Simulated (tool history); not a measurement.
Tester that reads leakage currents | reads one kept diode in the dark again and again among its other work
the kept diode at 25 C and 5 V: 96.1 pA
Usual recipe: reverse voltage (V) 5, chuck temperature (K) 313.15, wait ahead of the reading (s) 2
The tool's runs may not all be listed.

| run | hour | reverse voltage (V) | chuck temperature (K) | wait ahead of the reading (s) | current that the tester gives (pA) |
|---|---|---|---|---|---|
| 1 | 0 | 5 | 313.15 | 2 | 305.81 |
| 2 | 105.4 | 5 | 297.15 | 2 | 102.88 |
| 3 | 221.7 | 5 | 297.15 | 2 | 103.37 |
| 4 | 349.6 | 5 | 297.15 | 2 | 103.73 |
| 5 | 470.7 | 5 | 297.15 | 2 | 104.22 |
| 6 | 642.7 | 5 | 297.15 | 2 | 105.28 |
| 7 | 771.1 | 5 | 313.15 | 1.56 | 317.09 |
| 8 | 892.4 | 5 | 313.15 | 1.56 | 316.08 |
| 9 | 963 | 5 | 313.15 | 1.56 | 318.8 |
| 10 | 1085.3 | 5 | 313.15 | 1.56 | 318.75 |
| 11 | 1182 | 5 | 313.15 | 1.56 | 320.36 |
| 12 | 1267.5 | 8.17 | 313.15 | 2 | 393.58 |
| 13 | 1437.1 | 8.17 | 313.15 | 2 | 397.97 |
| 14 | 1605.5 | 5 | 313.15 | 2.1 | 325.11 |
| 15 | 1700.2 | 3.13 | 313.15 | 2 | 269.08 |
| 16 | 1866.6 | 3.13 | 313.15 | 2 | 270.34 |
| 17 | 1977.8 | 3.13 | 313.15 | 2 | 269.28 |
| 18 | 2126.4 | 5.76 | 293.15 | 0.83 | 93.16 |
| 19 | 2221 | 9.55 | 312.15 | 2.26 | 409.17 |
| 20 | 2310.6 | 1.56 | 306.15 | 1.13 | 129.17 |
| 21 | 2416.1 | 1.56 | 306.15 | 1.13 | 129.79 |
| 22 | 2526.9 | 3.73 | 315.15 | 2 | 339.5 |
| 23 | 2704.5 | 3.73 | 315.15 | 2 | 287.46 |
| 24 | 2841.6 | 3.06 | 318.15 | 8.79 | 316.31 |
| 25 | 2960.1 | 5 | 330.15 | 1.11 | 827.51 |
| 26 | 3064.2 | 2.57 | 317.15 | 1.11 | 278.33 |
| 27 | 3216.1 | 2.57 | 317.15 | 1.11 | 280.83 |
| 28 | 3389.7 | 2.57 | 317.15 | 1.11 | 282.22 |
| 29 | 3561.9 | 6.54 | 303.15 | 1.11 | 161.56 |

Put back what was entered between runs (2 entries, withheld): which listed runs does each sit between, and how does the hidden state differ from the listed run before to the listed run after?
From run 22 to run 23: chuck's temperature calibrated (hour 2637.7)
  stray current of the dirty probe card, pA a volt: 1.618 -> 1.672; current scale over the true one, %: -0.64 -> -0.66; true chuck temperature over the reading, C: 2.51 -> -0.03
  the result without the hidden state subtracted from the measured one, current that the tester gives (pA): +55.1 -> +3.69
From run 23 to run 24: probe card cleaned and baked (hour 2822.5)
  stray current of the dirty probe card, pA a volt: 1.672 -> 0.035; current scale over the true one, %: -0.66 -> -0.68; true chuck temperature over the reading, C: -0.03 -> 0.03
  the result without the hidden state subtracted from the measured one, current that the tester gives (pA): +3.69 -> -1.42

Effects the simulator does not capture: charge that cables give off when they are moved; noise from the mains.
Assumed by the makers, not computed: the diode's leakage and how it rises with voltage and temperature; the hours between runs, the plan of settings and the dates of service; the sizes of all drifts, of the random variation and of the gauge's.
